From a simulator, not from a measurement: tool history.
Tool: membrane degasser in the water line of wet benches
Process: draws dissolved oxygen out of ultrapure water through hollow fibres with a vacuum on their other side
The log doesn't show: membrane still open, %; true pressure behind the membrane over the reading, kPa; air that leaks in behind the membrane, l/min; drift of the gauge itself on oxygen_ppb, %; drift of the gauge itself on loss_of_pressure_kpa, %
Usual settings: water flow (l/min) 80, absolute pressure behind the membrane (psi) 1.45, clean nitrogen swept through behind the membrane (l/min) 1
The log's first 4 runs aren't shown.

run    hour  water flow (l/min)  absolute pressure behind the membrane (psi)  clean nitrogen swept through behind the membrane (l/min)  hours since the membrane was changed  hours since the vacuum gauge was calibrated  hours since the vacuum lines were made tight  dissolved oxygen in the water behind the degasser (ppb)  pressure that the water loses in the fibres (psi)
  5   262.8                  80                                         1.77                                                         1                                  2046                                         3230                                          5395                                                   1108.9                                              4.689
  6     328                  80                                         1.77                                                         1                                  2111                                         3295                                          5460                                                   1099.1                                              4.735
  7   386.6                  80                                         1.77                                                         1                                  2170                                         3354                                          5519                                                   1103.9                                              4.702
  8   432.7                  80                                         1.45                                                         1                                  2216                                         3400                                          5565                                                    848.4                                              4.751
  9   510.1                 119                                         1.45                                                         1                                  2293                                         3477                                          5642                                                   1100.2                                              7.004
 10   558.3                  80                                         1.45                                                      0.62                                  2341                                         3525                                          5691                                                     1116                                              4.714
 11   624.6                  80                                         2.31                                                         1                                  2408                                         3592                                          5757                                                   1493.6                                              4.673
 12   679.1                  80                                         2.31                                                         1                                  2462                                         3646                                          5811                                                   1483.3                                               4.66
 13     750                  80                                         2.31                                                         1                                  2533                                         3717                                          5882                                                   1485.6                                              4.734
 14   808.3                  80                                         2.31                                                         1                                  2591                                         3775                                          5940                                                   1486.9                                              4.683
 15   842.4                  80                                         2.31                                                         1                                  2626                                         3810                                          5975                                                   1482.9                                              4.657
 16   876.9                  80                                         3.41                                                         1                                  2660                                         3844                                          6009                                                   2180.1                                              4.664
 17   951.6                 125                                         1.45                                                         1                                  2735                                         3919                                          6084                                                   1135.5                                               7.33
 18   986.1                  50                                         1.45                                                         1                                  2769                                         3953                                          6118                                                      616                                              2.915
 19  1060.1                  50                                         1.45                                                         1                                  2843                                         4027                                          6192                                                      610                                              2.959
 20  1109.6                  73                                         2.92                                                      0.88                                  2893                                         4077                                          6242                                                   1928.6                                              4.268
 21  1167.9                 100                                         1.73                                                      0.88                                  2951                                         4135                                          6300                                                   1307.8                                              5.864
 22  1204.8                 100                                         1.64                                                      0.65                                  2988                                         4172                                          6337                                                   1440.5                                              5.852
 23  1258.9                  49                                         1.45                                                       1.1                                  3042                                         4226                                          6391                                                    560.2                                              2.872
 24  1315.6                  80                                         1.81                                                      0.42                                  3099                                         4283                                          6448                                                   1788.8                                              4.676

Forecast run 25:
 25  1365.9                  80                                         1.81                                                      0.42                                  3149                                         4333                                          6498                                                        ?                                                  ?

{"run 25": {"dissolved oxygen in the water behind the degasser (ppb)": 1781.2, "pressure that the water loses in the fibres (psi)": 4.727}}
Without the tool's hidden state the same run would have given dissolved oxygen in the water behind the degasser (ppb) 1780.6, pressure that the water loses in the fibres (psi) 4.725.
